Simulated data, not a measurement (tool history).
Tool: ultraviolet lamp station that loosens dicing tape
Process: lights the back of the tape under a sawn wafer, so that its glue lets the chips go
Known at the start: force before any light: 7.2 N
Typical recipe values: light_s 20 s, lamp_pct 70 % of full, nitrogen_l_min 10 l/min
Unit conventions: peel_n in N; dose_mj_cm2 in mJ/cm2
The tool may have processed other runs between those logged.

| run | hour | light_s | lamp_pct | nitrogen_l_min | peel_n | dose_mj_cm2 |
|---|---|---|---|---|---|---|
| 1 | 0.0 | 20 | 70 | 10 | 1.096 | 235 |
|  | 48.5 | window cleaned of glue's vapour |
| 2 | 48.5 | 20 | 70 | 10 | 1.309 | 209 |
| 3 | 99.6 | 22 | 70 | 10 | 1.225 | 212 |
| 4 | 169.4 | 22 | 70 | 10 | 1.301 | 203 |
| 5 | 215.7 | 22 | 70 | 10 | 1.451 | 195 |
|  | 262.0 | window cleaned of glue's vapour, once more |
| 6 | 269.4 | 20 | 70 | 10 | 0.882 | 251 |
| 7 | 310.2 | 20 | 70 | 10 | 0.913 | 244 |
| 8 | 370.4 | 20 | 70 | 10 | 1.040 | 236 |
| 9 | 410.3 | 20 | 70 | 10 | 1.092 | 230 |
| 10 | 464.7 | 20 | 70 | 10 | 1.146 | 217 |
| 11 | 532.2 | 20 | 70 | 10 | 1.312 | 214 |
| 12 | 601.6 | 13 | 90 | 7 | 2.086 | 165 |
|  | 608.0 | window cleaned of glue's vapour |
| 13 | 661.3 | 13 | 90 | 7 | 1.716 | 190 |
| 14 | 712.8 | 17 | 90 | 7 | 1.217 | 245 |
| 15 | 772.5 | 20 | 70 | 3 | 2.230 | 211 |
| 16 | 823.4 | 30 | 66 | 18 | 0.454 | 293 |
| 17 | 853.1 | 29 | 73 | 10 | 0.614 | 303 |
| 18 | 924.4 | 14 | 80 | 4 | 2.847 | 151 |
|  | 949.2 | window cleaned of glue's vapour |
|  | 970.1 | lamp changed |
| 19 | 991.8 | 20 | 91 | 5 | 0.461 | 449 |
| 20 | 1050.6 | 14 | 65 | 5 | 1.761 | 216 |
| 21 | 1088.9 | 16 | 75 | 11 | 0.692 | 278 |

Selected run-to-run steps in peel_n, each split into two signed amounts: the part the tool would show with no hidden state at all (from settings, incoming material and random variation), and the remainder, which goes to the hidden state together with any gauge scatter not common to the measured and the hidden-state-free results:
The tool's hidden condition here consists of: lamp's light, % of a new lamp's; light that the window lets through, % of a clean one's; drift of the gauge itself on peel_n, %; drift of the gauge itself on dose_mj_cm2, %.
Run 17 -> 18: light_s 29 -> 14, lamp_pct 73 -> 80, nitrogen_l_min 10 -> 4. peel_n +2.233 N: hidden state +1.101, all else +1.132.
Run 18 -> 19: light_s 14 -> 20, lamp_pct 80 -> 91, nitrogen_l_min 4 -> 5, window cleaned of glue's vapour, lamp changed. peel_n -2.386 N: hidden state -1.494, all else -0.892.
